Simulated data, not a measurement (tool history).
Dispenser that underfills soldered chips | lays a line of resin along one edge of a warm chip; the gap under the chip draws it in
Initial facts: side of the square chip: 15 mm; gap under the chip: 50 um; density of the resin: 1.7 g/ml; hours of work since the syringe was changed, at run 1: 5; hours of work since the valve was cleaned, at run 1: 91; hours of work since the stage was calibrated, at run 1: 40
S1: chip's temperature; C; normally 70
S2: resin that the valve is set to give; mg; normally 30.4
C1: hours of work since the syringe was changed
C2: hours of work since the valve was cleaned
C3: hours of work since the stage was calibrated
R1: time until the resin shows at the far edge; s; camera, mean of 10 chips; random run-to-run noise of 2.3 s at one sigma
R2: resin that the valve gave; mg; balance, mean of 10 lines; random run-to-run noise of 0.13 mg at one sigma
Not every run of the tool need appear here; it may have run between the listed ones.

run	hour	S1	S2	C1	C2	C3	R1	R2
1	0	70	30.4	5	91	40	300.4	28.82
2	5.2	70	30.4	9	95	44	369.9	28.55
# hour 9.8: new syringe of resin
3	13.8	70	30.4	3	102	51	269.8	28.55
4	18.7	70	27.8	7	105	54	335.8	25.98
5	22.7	70	32.1	10	108	57	391.8	29.88
# hour 25.9: new syringe of resin
6	27.9	70	30.4	2	112	61	250.4	28.42
# hour 31.9: dispensing valve cleaned and set on the balance
7	32.8	70	30.4	5	1	64	293.9	30.29
8	39	70	30.4	9	5	69	374.7	30.3
# hour 42.6: new syringe of resin
9	47.3	70	30.4	4	12	75	287.7	30.54
10	55.5	68	30.4	10	18	82	451.2	30.31
# hour 58.3: new syringe of resin
11	63.9	70	30.4	4	24	88	296.1	29.88
12	69.6	70	30.4	9	29	92	374.4	29.79
13	73.2	70	30.4	12	31	95	440.8	29.7
# hour 74: new syringe of resin
14	79.3	70	30.4	4	36	99	300.5	29.63
15	86.3	70	30.4	10	41	105	398.9	29.34
# hour 90.1: new syringe of resin
16	92.3	70	30.4	2	46	109	265.7	29.56
17	97.8	70	30.4	6	50	114	323.1	29.48
18	103.1	70	30.4	10	54	118	406	29.29
# hour 106: new syringe of resin
19	108	57	31.9	2	58	121	526.5	30.63
20	116.4	78	32.5	8	64	128	238.5	30.95
# hour 121.8: new syringe of resin
21	123.9	75	30.2	2	70	133	203.9	28.65
22	129.2	83	33.2	6	74	137	164.5	31.66
# hour 137.6: new syringe of resin
23	137.6	78	31.5	0	80	144	156.3	29.77
24	141.7	78	31.5	3	83	147	187.8	29.77
25	146.9	78	31.5	7	87	151	229.1	29.98
# hour 153.5: new syringe of resin
26	153.9	70	36.4	0	92	156	242.2	33.8
27	158.5	66	27.9	4	96	160	377.4	26.29
28	162.3	70	28.2	7	99	162	349.4	26.06
29	167.7	76	28	11	103	167	315	26.06
# hour 169.5: new syringe of resin
30	172	84	26.4	2	106	170	138.8	24.6
31	177.4	58	31.2	6	110	174	665.5	28.84
# hour 183.7: dispensing valve cleaned and set on the balance
# hour 186.3: new syringe of resin
32	186.3	62	33.8	0	2	180	375.4	33.95
33	194.1	58	37.5	6	8	186	638.1	37.15

Below are 4 alternative next runs, each starting from the tool's condition after run 33. Predict each:
A	198.9	70	30.3	10	12	190	?	?
B	198.9	55	30.4	10	12	190	?	?
C	198.9	76	39.2	10	12	190	?	?
D	198.9	59	37.5	10	12	190	?	?

run	R1	R2
A	416.8	29.87
B	954.9	29.89
C	290	38.87
D	747.1	37.47
The same runs, with their run-to-run variation unchanged, on a tool lacking any hidden condition would have given:
run	R1	R2
A	235.8	30.19
B	537.2	30.21
C	164.3	39.28
D	421.7	37.87

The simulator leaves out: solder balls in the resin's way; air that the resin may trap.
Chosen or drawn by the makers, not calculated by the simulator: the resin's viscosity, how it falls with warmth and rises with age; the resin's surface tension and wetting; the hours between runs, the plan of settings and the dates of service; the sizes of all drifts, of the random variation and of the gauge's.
